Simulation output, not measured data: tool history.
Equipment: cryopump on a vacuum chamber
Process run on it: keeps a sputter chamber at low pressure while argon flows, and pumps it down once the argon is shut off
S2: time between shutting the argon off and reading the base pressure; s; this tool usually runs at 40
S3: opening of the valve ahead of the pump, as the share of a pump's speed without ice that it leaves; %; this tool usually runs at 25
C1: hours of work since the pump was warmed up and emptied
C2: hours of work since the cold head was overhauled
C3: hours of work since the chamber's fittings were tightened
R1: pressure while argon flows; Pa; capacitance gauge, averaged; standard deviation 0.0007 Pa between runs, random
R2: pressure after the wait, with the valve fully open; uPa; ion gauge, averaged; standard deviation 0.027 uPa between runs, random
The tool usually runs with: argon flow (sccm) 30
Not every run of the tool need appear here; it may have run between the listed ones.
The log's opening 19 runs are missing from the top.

run 20 day=70.825 | argon_flow_(sccm)=13 S2=40 S3=25 | C1=426 C2=1460 C3=163 | R1=0.0541 R2=1.34
run 21 day=74.733 | argon_flow_(sccm)=22 S2=43 S3=25 | C1=505 C2=1539 C3=241 | R1=0.0946 R2=1.36
run 22 day=79.029 | argon_flow_(sccm)=22 S2=43 S3=25 | C1=591 C2=1625 C3=328 | R1=0.0944 R2=1.4
run 23 day=82.583 | argon_flow_(sccm)=57 S2=86 S3=25 | C1=663 C2=1697 C3=400 | R1=0.247 R2=1.12
run 24 day=87.262 | argon_flow_(sccm)=20 S2=40 S3=56 | C1=757 C2=1791 C3=494 | R1=0.0426 R2=1.69
run 25 day=90.633 | argon_flow_(sccm)=30 S2=120 S3=38 | C1=825 C2=1859 C3=562 | R1=0.091 R2=1.12
run 26 day=94.729 | argon_flow_(sccm)=30 S2=126 S3=57 | C1=908 C2=1941 C3=644 | R1=0.0659 R2=1.24
run 27 day=96.992 | argon_flow_(sccm)=19 S2=31 S3=25 | C1=953 C2=1987 C3=690 | R1=0.0848 R2=2.29
-- day=101.167 pump warmed up, emptied and cooled again
run 28 day=101.454 | argon_flow_(sccm)=19 S2=31 S3=25 | C1=6 C2=2073 C3=776 | R1=0.0776 R2=2.08
run 29 day=105.129 | argon_flow_(sccm)=57 S2=74 S3=25 | C1=80 C2=2147 C3=850 | R1=0.2378 R2=1.39
run 30 day=108.112 | argon_flow_(sccm)=18 S2=40 S3=24 | C1=140 C2=2207 C3=910 | R1=0.0775 R2=1.85
run 31 day=112.171 | argon_flow_(sccm)=24 S2=101 S3=25 | C1=222 C2=2289 C3=992 | R1=0.0987 R2=1.36

5 ways to go on from here, each from the tool as it stands after run 31. What would each give?
run A day=116.775 | argon_flow_(sccm)=15 S2=35 S3=25 | C1=315 C2=2382 C3=1084 | R1=? R2=?
run B day=116.775 | argon_flow_(sccm)=18 S2=146 S3=21 | C1=315 C2=2382 C3=1084 | R1=? R2=?
run C day=116.775 | argon_flow_(sccm)=31 S2=167 S3=25 | C1=315 C2=2382 C3=1084 | R1=? R2=?
run D day=116.775 | argon_flow_(sccm)=32 S2=224 S3=28 | C1=315 C2=2382 C3=1084 | R1=? R2=?
run E day=116.775 | argon_flow_(sccm)=43 S2=236 S3=41 | C1=315 C2=2382 C3=1084 | R1=? R2=?

run=A R1=0.063 R2=2.21
run=B R1=0.0898 R2=1.32
run=C R1=0.1307 R2=1.31
run=D R1=0.1204 R2=1.29
run=E R1=0.1131 R2=1.21
What these runs would have given with no unlogged condition in the tool:
run=A R1=0.0609 R2=1.31
run=B R1=0.0873 R2=0.44
run=C R1=0.1264 R2=0.42
run=D R1=0.116 R2=0.38
run=E R1=0.1072 R2=0.34

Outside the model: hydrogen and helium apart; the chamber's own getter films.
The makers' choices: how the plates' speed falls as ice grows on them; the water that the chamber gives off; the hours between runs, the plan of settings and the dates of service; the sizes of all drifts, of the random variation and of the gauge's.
